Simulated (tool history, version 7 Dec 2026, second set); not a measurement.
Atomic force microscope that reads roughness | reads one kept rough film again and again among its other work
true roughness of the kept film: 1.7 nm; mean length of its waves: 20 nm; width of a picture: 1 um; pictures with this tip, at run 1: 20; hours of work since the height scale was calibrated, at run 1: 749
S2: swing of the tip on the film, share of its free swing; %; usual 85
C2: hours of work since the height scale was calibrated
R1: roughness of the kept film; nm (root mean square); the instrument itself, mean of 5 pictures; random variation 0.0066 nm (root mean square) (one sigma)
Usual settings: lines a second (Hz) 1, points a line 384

run 1 hour=0 | lines_a_second_(Hz)=1 S2=85 points_a_line=384 | pictures_with_this_tip=20 C2=749 | R1=1.281
run 2 hour=19.9 | lines_a_second_(Hz)=1 S2=85 points_a_line=384 | pictures_with_this_tip=57 C2=765 | R1=1.262
run 3 hour=47.5 | lines_a_second_(Hz)=1 S2=85 points_a_line=384 | pictures_with_this_tip=108 C2=787 | R1=1.238
run 4 hour=70 | lines_a_second_(Hz)=1 S2=85 points_a_line=384 | pictures_with_this_tip=149 C2=805 | R1=1.212
run 5 hour=94.4 | lines_a_second_(Hz)=1 S2=85 points_a_line=384 | pictures_with_this_tip=194 C2=824 | R1=1.192
run 6 hour=116.6 | lines_a_second_(Hz)=1 S2=85 points_a_line=384 | pictures_with_this_tip=235 C2=842 | R1=1.168
-- hour=134.1 new tip fitted
run 7 hour=134.1 | lines_a_second_(Hz)=1 S2=85 points_a_line=384 | pictures_with_this_tip=0 C2=855 | R1=1.289
run 8 hour=154.9 | lines_a_second_(Hz)=1 S2=85 points_a_line=384 | pictures_with_this_tip=39 C2=872 | R1=1.271
run 9 hour=171.8 | lines_a_second_(Hz)=1 S2=85 points_a_line=384 | pictures_with_this_tip=70 C2=885 | R1=1.252
run 10 hour=191.5 | lines_a_second_(Hz)=2.73 S2=85 points_a_line=384 | pictures_with_this_tip=106 C2=901 | R1=1.031
run 11 hour=211 | lines_a_second_(Hz)=1 S2=78 points_a_line=384 | pictures_with_this_tip=142 C2=917 | R1=1.249
run 12 hour=234.7 | lines_a_second_(Hz)=1 S2=78 points_a_line=384 | pictures_with_this_tip=185 C2=935 | R1=1.243
run 13 hour=254.9 | lines_a_second_(Hz)=1 S2=85 points_a_line=384 | pictures_with_this_tip=223 C2=952 | R1=1.168
run 14 hour=277.5 | lines_a_second_(Hz)=1 S2=85 points_a_line=384 | pictures_with_this_tip=264 C2=970 | R1=1.148
-- hour=280.5 new tip fitted
run 15 hour=299.5 | lines_a_second_(Hz)=1 S2=85 points_a_line=384 | pictures_with_this_tip=35 C2=987 | R1=1.275
run 16 hour=331.3 | lines_a_second_(Hz)=1 S2=85 points_a_line=384 | pictures_with_this_tip=93 C2=1012 | R1=1.253
run 17 hour=352.1 | lines_a_second_(Hz)=1 S2=85 points_a_line=384 | pictures_with_this_tip=132 C2=1029 | R1=1.219
run 18 hour=368.4 | lines_a_second_(Hz)=1 S2=85 points_a_line=409 | pictures_with_this_tip=161 C2=1042 | R1=1.205
run 19 hour=382 | lines_a_second_(Hz)=1 S2=85 points_a_line=409 | pictures_with_this_tip=187 C2=1053 | R1=1.192
run 20 hour=404.1 | lines_a_second_(Hz)=1 S2=85 points_a_line=384 | pictures_with_this_tip=227 C2=1070 | R1=1.171
run 21 hour=423.2 | lines_a_second_(Hz)=1 S2=85 points_a_line=384 | pictures_with_this_tip=262 C2=1085 | R1=1.157
-- hour=425.5 new tip fitted
run 22 hour=443.5 | lines_a_second_(Hz)=1 S2=85 points_a_line=384 | pictures_with_this_tip=33 C2=1101 | R1=1.259
run 23 hour=469 | lines_a_second_(Hz)=1 S2=85 points_a_line=384 | pictures_with_this_tip=80 C2=1122 | R1=1.244
run 24 hour=483.5 | lines_a_second_(Hz)=1 S2=85 points_a_line=266 | pictures_with_this_tip=106 C2=1133 | R1=1.214
run 25 hour=507.9 | lines_a_second_(Hz)=1 S2=69 points_a_line=448 | pictures_with_this_tip=151 C2=1153 | R1=1.31
run 26 hour=532.6 | lines_a_second_(Hz)=1 S2=87 points_a_line=384 | pictures_with_this_tip=197 C2=1172 | R1=1.184
run 27 hour=557 | lines_a_second_(Hz)=0.74 S2=85 points_a_line=327 | pictures_with_this_tip=242 C2=1192 | R1=1.215
-- hour=570.6 new tip fitted
run 28 hour=585.3 | lines_a_second_(Hz)=0.74 S2=85 points_a_line=327 | pictures_with_this_tip=27 C2=1214 | R1=1.319
-- hour=588 height scale calibrated on a step standard
run 29 hour=604 | lines_a_second_(Hz)=0.74 S2=61 points_a_line=842 | pictures_with_this_tip=59 C2=13 | R1=1.408
run 30 hour=619.3 | lines_a_second_(Hz)=0.86 S2=85 points_a_line=384 | pictures_with_this_tip=88 C2=25 | R1=1.259
run 31 hour=649.5 | lines_a_second_(Hz)=0.86 S2=85 points_a_line=384 | pictures_with_this_tip=143 C2=49 | R1=1.224
run 32 hour=665.1 | lines_a_second_(Hz)=1 S2=73 points_a_line=488 | pictures_with_this_tip=172 C2=61 | R1=1.272
run 33 hour=680.2 | lines_a_second_(Hz)=0.81 S2=64 points_a_line=968 | pictures_with_this_tip=200 C2=74 | R1=1.325
run 34 hour=694.4 | lines_a_second_(Hz)=3.12 S2=64 points_a_line=370 | pictures_with_this_tip=226 C2=85 | R1=1.167
-- hour=717.3 new tip fitted
run 35 hour=724.3 | lines_a_second_(Hz)=0.57 S2=72 points_a_line=384 | pictures_with_this_tip=13 C2=108 | R1=1.403
-- hour=745.2 height scale calibrated on a step standard, once more
run 36 hour=745.2 | lines_a_second_(Hz)=0.79 S2=85 points_a_line=560 | pictures_with_this_tip=50 C2=0 | R1=1.311
run 37 hour=764.4 | lines_a_second_(Hz)=1.71 S2=59 points_a_line=774 | pictures_with_this_tip=85 C2=15 | R1=1.378
run 38 hour=781.7 | lines_a_second_(Hz)=3.83 S2=81 points_a_line=384 | pictures_with_this_tip=117 C2=29 | R1=0.966
run 39 hour=809.1 | lines_a_second_(Hz)=0.89 S2=61 points_a_line=384 | pictures_with_this_tip=167 C2=51 | R1=1.335

Run 40 comes next. What will it give?
run 40 hour=827.1 | lines_a_second_(Hz)=0.89 S2=61 points_a_line=384 | pictures_with_this_tip=200 C2=65 | R1=?

{"run 40": {"R1": 1.317}}
Without the tool's hidden state the same run would have given R1 1.444 nm (root mean square).
